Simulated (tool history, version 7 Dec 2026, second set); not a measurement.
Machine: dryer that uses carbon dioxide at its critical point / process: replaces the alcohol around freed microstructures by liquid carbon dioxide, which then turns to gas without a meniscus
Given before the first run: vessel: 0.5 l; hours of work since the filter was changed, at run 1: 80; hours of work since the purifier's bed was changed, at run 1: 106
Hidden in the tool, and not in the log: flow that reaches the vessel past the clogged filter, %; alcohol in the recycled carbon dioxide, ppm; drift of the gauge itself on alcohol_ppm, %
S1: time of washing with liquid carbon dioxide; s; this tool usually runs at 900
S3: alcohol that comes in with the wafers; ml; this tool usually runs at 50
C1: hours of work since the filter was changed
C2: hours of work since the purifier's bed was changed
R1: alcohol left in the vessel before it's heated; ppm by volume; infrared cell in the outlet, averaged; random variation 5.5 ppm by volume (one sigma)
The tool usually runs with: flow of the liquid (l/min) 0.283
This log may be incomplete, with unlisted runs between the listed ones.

{"run": 1, "hour": 0.0, "S1": 900, "flow of the liquid (l/min)": 0.283, "S3": 50, "C1": 80, "C2": 106, "R1": 217}
{"run": 2, "hour": 9.8, "S1": 660, "flow of the liquid (l/min)": 0.283, "S3": 50, "C1": 83, "C2": 109, "R1": 1041}
{"run": 3, "hour": 20.8, "S1": 660, "flow of the liquid (l/min)": 0.283, "S3": 50, "C1": 87, "C2": 113, "R1": 1007}
{"run": 4, "hour": 33.4, "S1": 660, "flow of the liquid (l/min)": 0.283, "S3": 50, "C1": 92, "C2": 118, "R1": 1096}
{"run": 5, "hour": 45.0, "S1": 900, "flow of the liquid (l/min)": 0.283, "S3": 50, "C1": 96, "C2": 122, "R1": 246}
{"run": 6, "hour": 52.5, "S1": 900, "flow of the liquid (l/min)": 0.331, "S3": 50, "C1": 99, "C2": 125, "R1": 97}
{"run": 7, "hour": 67.4, "S1": 900, "flow of the liquid (l/min)": 0.331, "S3": 50, "C1": 104, "C2": 130, "R1": 108}
{"run": 8, "hour": 76.1, "S1": 900, "flow of the liquid (l/min)": 0.331, "S3": 50, "C1": 107, "C2": 133, "R1": 95}
{"run": 9, "hour": 89.2, "S1": 900, "flow of the liquid (l/min)": 0.283, "S3": 50, "C1": 112, "C2": 138, "R1": 241}
{"run": 10, "hour": 100.8, "S1": 900, "flow of the liquid (l/min)": 0.283, "S3": 50, "C1": 116, "C2": 142, "R1": 249}
{"run": 11, "hour": 112.2, "S1": 1320, "flow of the liquid (l/min)": 0.267, "S3": 77, "C1": 120, "C2": 146, "R1": 65}
{"run": 12, "hour": 118.8, "S1": 840, "flow of the liquid (l/min)": 0.435, "S3": 46, "C1": 122, "C2": 148, "R1": 48}
{"run": 13, "hour": 130.5, "S1": 600, "flow of the liquid (l/min)": 0.353, "S3": 39, "C1": 127, "C2": 153, "R1": 496}
{"run": 14, "hour": 140.1, "S1": 840, "flow of the liquid (l/min)": 0.447, "S3": 113, "C1": 130, "C2": 156, "R1": 58}

Estimate the outcome of run 15 from the log above:
{"run": 15, "hour": 153.1, "S1": 1260, "flow of the liquid (l/min)": 0.283, "S3": 55, "C1": 135, "C2": 161, "R1": "?"}

R1: 61 ppm by volume
Were there no unlogged condition in the tool, this run, its random variation unchanged, would have produced R1 13 ppm by volume.
